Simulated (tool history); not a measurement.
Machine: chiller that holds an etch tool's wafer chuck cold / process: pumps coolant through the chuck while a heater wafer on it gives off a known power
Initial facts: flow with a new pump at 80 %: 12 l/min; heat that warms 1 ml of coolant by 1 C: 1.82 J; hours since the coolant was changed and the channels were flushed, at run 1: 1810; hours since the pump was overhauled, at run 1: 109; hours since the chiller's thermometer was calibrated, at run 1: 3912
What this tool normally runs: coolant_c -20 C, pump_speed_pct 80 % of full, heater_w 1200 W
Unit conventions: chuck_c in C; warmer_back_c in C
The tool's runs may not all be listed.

run	day	coolant_c	pump_speed_pct	heater_w	hours since the coolant was changed and the channels were flushed	hours since the pump was overhauled	hours since the chiller's thermometer was calibrated	chuck_c	warmer_back_c
1	0	-20	80	1200	1810	109	3912	-10.5	3.29
2	2.454	-20	80	1200	1869	168	3971	-10.6	3.34
3	5.104	-20	80	1200	1933	231	4034	-10.5	3.28
4	7.729	-20	80	1200	1996	294	4097	-10.5	3.3
5	10.562	-20	80	1200	2064	362	4165	-10.5	3.32
6	12.062	-20	80	1200	2100	398	4201	-10.4	3.28
7	14.875	-20	80	937	2167	466	4269	-12.4	2.58
8	16.342	-20	80	937	2202	501	4304	-12.4	2.64
9	18.829	-20	83	1200	2262	561	4364	-10.5	3.22
10	20.521	-20	80	1200	2303	601	4404	-10.4	3.29
11	22.092	-20	80	1200	2340	639	4442	-10.5	3.29
12	24.629	-20	80	1200	2401	700	4503	-10.3	3.33
# day 25.462: chiller's thermometer calibrated
13	26.542	-20	80	1200	2446	745	26	-11	3.33
14	29.004	-20	80	1200	2505	804	85	-11.2	3.34
15	30.583	-20	80	1200	2543	842	123	-11.1	3.33
16	32.033	-11	61	1305	2578	877	158	1.1	4.94
17	35.158	-11	82	1040	2653	952	233	-3.4	2.78
18	37.962	-24	80	1383	2720	1019	300	-13.8	3.87
19	39.446	-29	71	1200	2756	1055	336	-18.8	3.85
20	41.133	-29	71	1200	2796	1095	376	-19.1	3.81
21	42.854	-29	65	1200	2838	1136	417	-18.2	4.21
22	44.925	-29	65	1009	2887	1186	467	-20	3.59
23	46.942	-17	88	1200	2936	1234	515	-8.5	3.01
24	49.283	-17	88	1200	2992	1291	572	-8.6	2.96
25	52.338	-17	95	877	3065	1364	645	-11.3	2.02
26	55.338	-17	95	877	3137	1436	717	-11.3	1.99
27	57.675	-18	67	1712	3193	1492	773	-3.1	5.86

How the hidden state differs across the entries between the runs, from the last listed run before each to the first after it:
Between runs 12 and 13: chiller's thermometer calibrated (day 25.462)
  heat passed by the chuck's channels, % of clean ones': 95.6 -> 95.5; flow at a given pump speed, % of a new pump's: 99.5 -> 99.4; coolant's true temperature over the reading, C: 0.67 -> -0.08
  what was measured, less what the result would be without the hidden state, chuck_c: +1 -> +0.3 C; warmer_back_c: +0.02 -> +0.02 C
